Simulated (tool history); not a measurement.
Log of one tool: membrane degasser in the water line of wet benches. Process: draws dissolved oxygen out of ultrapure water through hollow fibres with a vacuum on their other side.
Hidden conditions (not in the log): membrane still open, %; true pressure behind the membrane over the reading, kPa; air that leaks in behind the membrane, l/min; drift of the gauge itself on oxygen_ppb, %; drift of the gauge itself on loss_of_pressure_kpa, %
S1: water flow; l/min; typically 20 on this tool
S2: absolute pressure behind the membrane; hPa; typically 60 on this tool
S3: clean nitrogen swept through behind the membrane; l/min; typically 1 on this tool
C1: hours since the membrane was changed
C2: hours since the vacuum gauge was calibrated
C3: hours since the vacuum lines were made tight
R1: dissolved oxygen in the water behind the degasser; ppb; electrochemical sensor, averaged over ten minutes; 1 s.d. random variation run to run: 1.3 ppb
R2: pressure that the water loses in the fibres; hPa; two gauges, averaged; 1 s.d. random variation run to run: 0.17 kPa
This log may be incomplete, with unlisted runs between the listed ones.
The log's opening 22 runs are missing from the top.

| run | day | S1 | S2 | S3 | C1 | C2 | C3 | R1 | R2 |
|---|---|---|---|---|---|---|---|---|---|
| 23 | 91.404 | 21 | 135.1 | 1.87 | 3895 | 2973 | 10613 | 277.4 | 292.5 |
| 24 | 94.279 | 21 | 135.1 | 1.87 | 3964 | 3042 | 10682 | 275.6 | 290.7 |
| 25 | 98.692 | 21 | 135.1 | 1.87 | 4070 | 3148 | 10787 | 271.6 | 288.2 |
| 26 | 102.154 | 25 | 137.5 | 1.21 | 4153 | 3231 | 10871 | 472.8 | 347.1 |
| 27 | 104.8 | 25 | 137.5 | 1.21 | 4217 | 3295 | 10934 | 469.2 | 346.1 |
| 28 | 108.108 | 25 | 137.5 | 1.21 | 4296 | 3374 | 11013 | 477.4 | 347.3 |
| 29 | 111.1 | 17 | 85.8 | 0.82 | 4368 | 3446 | 11085 | 249.5 | 235.7 |
| 30 | 116.233 | 17 | 85.8 | 0.82 | 4491 | 3569 | 11208 | 247.9 | 237.1 |
| 31 | 121.721 | 17 | 85.8 | 0.82 | 4623 | 3701 | 11340 | 255.5 | 234.6 |

Alternative continuations, all from the tool just after run 31; predict every row:
|  | 123.292 | vacuum gauge calibrated |
| A | 124.704 | 29 | 61.4 | 1.4 | 4694 | 34 | 11411 | ? | ? |
|  | 123.292 | vacuum gauge calibrated |
| B | 124.704 | 20 | 108.4 | 1 | 4694 | 34 | 11411 | ? | ? |
|  | 123.292 | vacuum gauge calibrated |
| C | 124.704 | 13 | 60 | 1 | 4694 | 34 | 11411 | ? | ? |

| run | R1 | R2 |
|---|---|---|
| A | 144.5 | 400.7 |
| B | 341.7 | 275 |
| C | 88.9 | 180.5 |
What these runs would have given with no unlogged condition in the tool:
| run | R1 | R2 |
|---|---|---|
| A | 141 | 390.2 |
| B | 333.3 | 267.7 |
| C | 84.7 | 175.8 |

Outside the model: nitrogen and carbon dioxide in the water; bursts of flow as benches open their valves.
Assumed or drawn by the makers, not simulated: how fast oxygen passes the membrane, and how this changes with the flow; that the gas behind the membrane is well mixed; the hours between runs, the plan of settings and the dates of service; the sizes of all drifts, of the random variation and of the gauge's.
